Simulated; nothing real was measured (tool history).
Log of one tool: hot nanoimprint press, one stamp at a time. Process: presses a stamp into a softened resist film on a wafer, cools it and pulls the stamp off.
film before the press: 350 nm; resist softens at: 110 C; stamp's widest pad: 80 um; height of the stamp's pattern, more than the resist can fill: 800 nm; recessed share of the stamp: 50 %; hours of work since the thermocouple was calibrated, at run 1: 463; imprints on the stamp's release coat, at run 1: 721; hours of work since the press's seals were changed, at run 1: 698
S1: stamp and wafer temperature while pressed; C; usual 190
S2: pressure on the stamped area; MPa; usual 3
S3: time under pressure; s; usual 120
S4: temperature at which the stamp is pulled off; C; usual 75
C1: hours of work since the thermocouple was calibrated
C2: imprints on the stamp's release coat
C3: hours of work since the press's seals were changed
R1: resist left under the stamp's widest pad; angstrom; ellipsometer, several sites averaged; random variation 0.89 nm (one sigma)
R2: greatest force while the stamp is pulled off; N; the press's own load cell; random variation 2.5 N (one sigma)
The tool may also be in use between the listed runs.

run   hour   S1    S2   S3  S4   C1    C2   C3    R1   R2
  1      0  190     3  120  75  463   721  698  1555  146
      22.8  -- plate thermocouple calibrated
  2   59.4  190     3  120  75   26   892  738  1490  153
      79.6  -- press's hydraulic seals changed and the load cell set to zero
  3  107.4  190     3  120  75   54  1013   20  1480  152
  4  162.4  190     3  120  75   93  1179   58  1488  167
  5  214.8  190     3  120  75  130  1338   95  1498  167
  6  281.4  190     3  120  75  177  1540  142  1496  182
     343.4  -- stamp cleaned and given a new release coat
  7  359.7  179     3  120  75  227    50  193  2318  118
  8  405.9  191  2.18  120  68  260   189  226  1701  142
  9  468.2  179   2.2  120  73  304   378  269  2603  140
 10  552.3  199     3  120  67  363   633  329  1054  167
 11    641  188  3.39  173  69  426   902  391  1383  178
 12  699.2  188  3.39  173  69  467  1078  432  1398  191
     717.3  -- plate thermocouple calibrated
 13  798.3  195     3  120  75   57  1369  500  1212  175
 14  847.7  190     3  120  76   92  1519  535  1490  176

Hidden state or all else? Some run-to-run changes of R1, split into what the settings, what came in and random variation would give without the hidden state, and what is left for the hidden state (with any gauge scatter that isn't in both results):
The hidden state here: true temperature over the reading, C; pressure that arrives at the usual setting, %; grip of the stamp's worn release coat, % over a new coat's; drift of the gauge itself on residual_nm, %; drift of the gauge itself on pull_off_n, %.
Run 9 -> 10: S1 179 -> 199, S2 2.2 -> 3, S4 73 -> 67. R1 -1549 angstrom: hidden state -17, all else -1532.
Run 12 -> 13: S1 188 -> 195, S2 3.39 -> 3, S3 173 -> 120, S4 69 -> 75, plate thermocouple calibrated. R1 -186 angstrom: hidden state -70, all else -116.

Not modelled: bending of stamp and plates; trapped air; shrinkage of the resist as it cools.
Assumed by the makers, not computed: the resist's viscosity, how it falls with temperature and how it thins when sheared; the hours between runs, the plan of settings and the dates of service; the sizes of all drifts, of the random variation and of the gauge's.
